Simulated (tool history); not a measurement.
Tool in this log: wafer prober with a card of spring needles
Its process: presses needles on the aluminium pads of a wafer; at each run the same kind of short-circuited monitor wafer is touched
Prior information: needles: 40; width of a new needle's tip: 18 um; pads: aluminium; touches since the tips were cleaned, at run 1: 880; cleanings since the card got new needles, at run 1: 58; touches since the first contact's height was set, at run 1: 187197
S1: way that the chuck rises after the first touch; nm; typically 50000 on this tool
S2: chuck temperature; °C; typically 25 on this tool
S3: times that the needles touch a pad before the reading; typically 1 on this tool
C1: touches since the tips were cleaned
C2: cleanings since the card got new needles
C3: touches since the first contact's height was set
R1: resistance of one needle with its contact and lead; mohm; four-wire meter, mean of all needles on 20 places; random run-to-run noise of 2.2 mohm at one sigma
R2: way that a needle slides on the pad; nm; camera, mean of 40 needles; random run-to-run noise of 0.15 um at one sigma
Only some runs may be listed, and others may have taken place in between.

run	hour	S1	S2	S3	C1	C2	C3	R1	R2
1	0	50000	25	1	880	58	187197	355	11290
# hour 7.6: tips cleaned on abrasive film
# hour 18.5: tips cleaned on abrasive film
2	18.5	50000	26	1	0	60	192831	293	11270
# hour 28.2: tips cleaned on abrasive film
3	30.7	50000	26	1	767	61	196551	353	11290
# hour 39: tips cleaned on abrasive film
4	40.1	50000	26	2	363	62	199427	302	11430
# hour 49: tips cleaned on abrasive film
5	51	50000	43	1	618	63	202749	337	11060
# hour 58.9: tips cleaned on abrasive film
# hour 68.6: tips cleaned on abrasive film
6	71.2	50000	43	1	795	65	208885	359	11150
# hour 79.7: tips cleaned on abrasive film
7	83.2	50000	43	1	1079	66	212560	395	11320
# hour 90.3: tips cleaned on abrasive film
8	95.5	50000	25	1	1611	67	216318	429	10960
# hour 101.3: tips cleaned on abrasive film
# hour 101.6: height of the first contact set anew
# hour 112.5: tips cleaned on abrasive film
9	115	50000	25	1	792	69	4088	332	13300
# hour 122.4: tips cleaned on abrasive film
# hour 132.3: tips cleaned on abrasive film
10	132.3	50000	25	1	0	71	9346	273	13420
# hour 141.9: tips cleaned on abrasive film
11	142	50000	25	1	18	72	12296	275	13230
# hour 152.6: tips cleaned on abrasive film
12	156.4	50000	25	1	1164	73	16687	363	13060
# hour 163.5: tips cleaned on abrasive film
13	170.9	50000	25	1	2304	74	21136	426	13040
# hour 173: tips cleaned on abrasive film
# hour 183: tips cleaned on abrasive film
14	192.3	50000	25	1	2850	76	27633	455	13190
# hour 194: tips cleaned on abrasive film
# hour 204.2: tips cleaned on abrasive film
15	204.4	50000	25	1	54	78	31304	278	12950
# hour 213.9: tips cleaned on abrasive film
16	217.5	50000	25	1	1119	79	35305	339	13090
# hour 225.3: tips cleaned on abrasive film
17	228.5	51000	78	1	976	80	38652	370	13060
# hour 236.1: tips cleaned on abrasive film
18	241.9	54000	78	3	1806	81	42768	313	13940
# hour 247.2: tips cleaned on abrasive film
# hour 258.3: tips cleaned on abrasive film
19	264.3	70000	78	3	1862	83	49591	286	17890
# hour 269.4: tips cleaned on abrasive film
# hour 280.4: tips cleaned on abrasive film
20	284.2	49000	45	2	1170	85	55642	328	12360
# hour 290.2: tips cleaned on abrasive film
# hour 300.1: tips cleaned on abrasive film
21	304.1	62000	45	2	1225	87	61708	299	16030
# hour 310.6: tips cleaned on abrasive film
# hour 320.3: tips cleaned on abrasive film
22	324	40000	27	2	1160	89	67785	370	9890
# hour 330.5: tips cleaned on abrasive film
23	338.7	40000	27	2	2521	90	72266	439	9930
# hour 341.8: tips cleaned on abrasive film
24	348.3	35000	62	2	1996	91	75172	491	8640
# hour 351.7: tips cleaned on abrasive film
# hour 362.2: tips cleaned on abrasive film
25	363.8	35000	62	2	485	93	79878	345	8480

Expected results for the next run?
# hour 373.1: tips cleaned on abrasive film
# hour 384: tips cleaned on abrasive film
26	386	66000	40	1	628	95	86662	?	?

{"run 26": {"R1": 304, "R2": 16540}}
If the tool had no hidden condition, the same run with the same run-to-run variation would have returned R1 251 mohm, R2 17440 nm.
